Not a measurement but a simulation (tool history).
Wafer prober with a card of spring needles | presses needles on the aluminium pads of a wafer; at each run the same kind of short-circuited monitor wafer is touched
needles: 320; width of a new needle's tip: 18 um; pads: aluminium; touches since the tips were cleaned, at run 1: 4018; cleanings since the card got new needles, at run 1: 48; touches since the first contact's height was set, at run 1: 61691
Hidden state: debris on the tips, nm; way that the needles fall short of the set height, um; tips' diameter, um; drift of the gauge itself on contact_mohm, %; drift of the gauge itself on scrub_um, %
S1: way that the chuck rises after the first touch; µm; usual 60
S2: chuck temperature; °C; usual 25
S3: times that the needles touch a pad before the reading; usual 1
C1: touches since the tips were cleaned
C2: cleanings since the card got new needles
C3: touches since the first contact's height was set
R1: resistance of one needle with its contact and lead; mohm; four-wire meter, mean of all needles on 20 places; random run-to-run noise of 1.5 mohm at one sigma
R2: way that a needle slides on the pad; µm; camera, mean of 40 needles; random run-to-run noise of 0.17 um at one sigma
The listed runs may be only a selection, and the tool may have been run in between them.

{"run": 1, "hour": 0.0, "S1": 60, "S2": 25, "S3": 1, "C1": 4018, "C2": 48, "C3": 61691, "R1": 135, "R2": 16.45}
{"hour": 4.4, "done": "tips cleaned on abrasive film"}
{"run": 2, "hour": 17.2, "S1": 60, "S2": 124, "S3": 1, "C1": 4532, "C2": 49, "C3": 67723, "R1": 151, "R2": 16.7}
{"hour": 19.7, "done": "tips cleaned on abrasive film"}
{"hour": 35.9, "done": "tips cleaned on abrasive film"}
{"run": 3, "hour": 35.9, "S1": 60, "S2": 124, "S3": 1, "C1": 0, "C2": 51, "C3": 74246, "R1": 150, "R2": 16.68}
{"hour": 52.1, "done": "tips cleaned on abrasive film"}
{"run": 4, "hour": 52.7, "S1": 60, "S2": 124, "S3": 1, "C1": 195, "C2": 52, "C3": 80110, "R1": 148, "R2": 16.81}
{"hour": 68.5, "done": "tips cleaned on abrasive film"}
{"run": 5, "hour": 83.0, "S1": 71, "S2": 124, "S3": 1, "C1": 5103, "C2": 53, "C3": 90740, "R1": 145, "R2": 19.91}
{"hour": 84.5, "done": "tips cleaned on abrasive film"}
{"hour": 101.3, "done": "tips cleaned on abrasive film"}
{"run": 6, "hour": 102.5, "S1": 71, "S2": 124, "S3": 1, "C1": 431, "C2": 55, "C3": 97556, "R1": 145, "R2": 19.58}
{"hour": 116.7, "done": "tips cleaned on abrasive film"}
{"run": 7, "hour": 123.9, "S1": 60, "S2": 25, "S3": 1, "C1": 2539, "C2": 56, "C3": 105066, "R1": 132, "R2": 16.73}
{"hour": 132.5, "done": "tips cleaned on abrasive film"}
{"hour": 147.9, "done": "tips cleaned on abrasive film"}
{"run": 8, "hour": 149.8, "S1": 55, "S2": 39, "S3": 2, "C1": 661, "C2": 58, "C3": 114101, "R1": 139, "R2": 15.78}
{"hour": 164.4, "done": "tips cleaned on abrasive film"}
{"run": 9, "hour": 168.9, "S1": 43, "S2": 39, "S3": 2, "C1": 1605, "C2": 59, "C3": 120811, "R1": 140, "R2": 11.82}
{"hour": 180.5, "done": "tips cleaned on abrasive film"}
{"hour": 195.8, "done": "tips cleaned on abrasive film"}
{"run": 10, "hour": 201.4, "S1": 52, "S2": 25, "S3": 1, "C1": 1948, "C2": 61, "C3": 132164, "R1": 135, "R2": 14.58}
{"hour": 213.7, "done": "tips cleaned on abrasive film"}
{"run": 11, "hour": 226.4, "S1": 52, "S2": 25, "S3": 1, "C1": 4472, "C2": 62, "C3": 140937, "R1": 137, "R2": 14.31}
{"hour": 230.9, "done": "tips cleaned on abrasive film"}
{"hour": 249.0, "done": "tips cleaned on abrasive film"}
{"run": 12, "hour": 257.1, "S1": 46, "S2": 55, "S3": 1, "C1": 2855, "C2": 64, "C3": 151680, "R1": 140, "R2": 12.83}
{"hour": 264.7, "done": "tips cleaned on abrasive film"}
{"hour": 280.9, "done": "tips cleaned on abrasive film"}
{"run": 13, "hour": 282.9, "S1": 67, "S2": 117, "S3": 2, "C1": 686, "C2": 66, "C3": 160700, "R1": 145, "R2": 18.53}

Each row is a separate what-if for the run after 13, all from the same tool condition, not one after another. Results?
{"hour": 296.5, "done": "tips cleaned on abrasive film"}
{"hour": 313.1, "done": "tips cleaned on abrasive film"}
{"run": "A", "hour": 313.1, "S1": 43, "S2": 31, "S3": 2, "C1": 0, "C2": 68, "C3": 171263, "R1": "?", "R2": "?"}
{"hour": 296.5, "done": "tips cleaned on abrasive film"}
{"hour": 313.1, "done": "tips cleaned on abrasive film"}
{"run": "B", "hour": 313.1, "S1": 67, "S2": 98, "S3": 2, "C1": 0, "C2": 68, "C3": 171263, "R1": "?", "R2": "?"}
{"hour": 296.5, "done": "tips cleaned on abrasive film"}
{"hour": 313.1, "done": "tips cleaned on abrasive film"}
{"run": "C", "hour": 313.1, "S1": 66, "S2": 25, "S3": 1, "C1": 0, "C2": 68, "C3": 171263, "R1": "?", "R2": "?"}

run=A R1=135 R2=11.81
run=B R1=142 R2=18.99
run=C R1=132 R2=18.6
Without the tool's unlogged condition, the same runs would have read:
run=A R1=135 R2=11.82
run=B R1=142 R2=19
run=C R1=132 R2=18.61
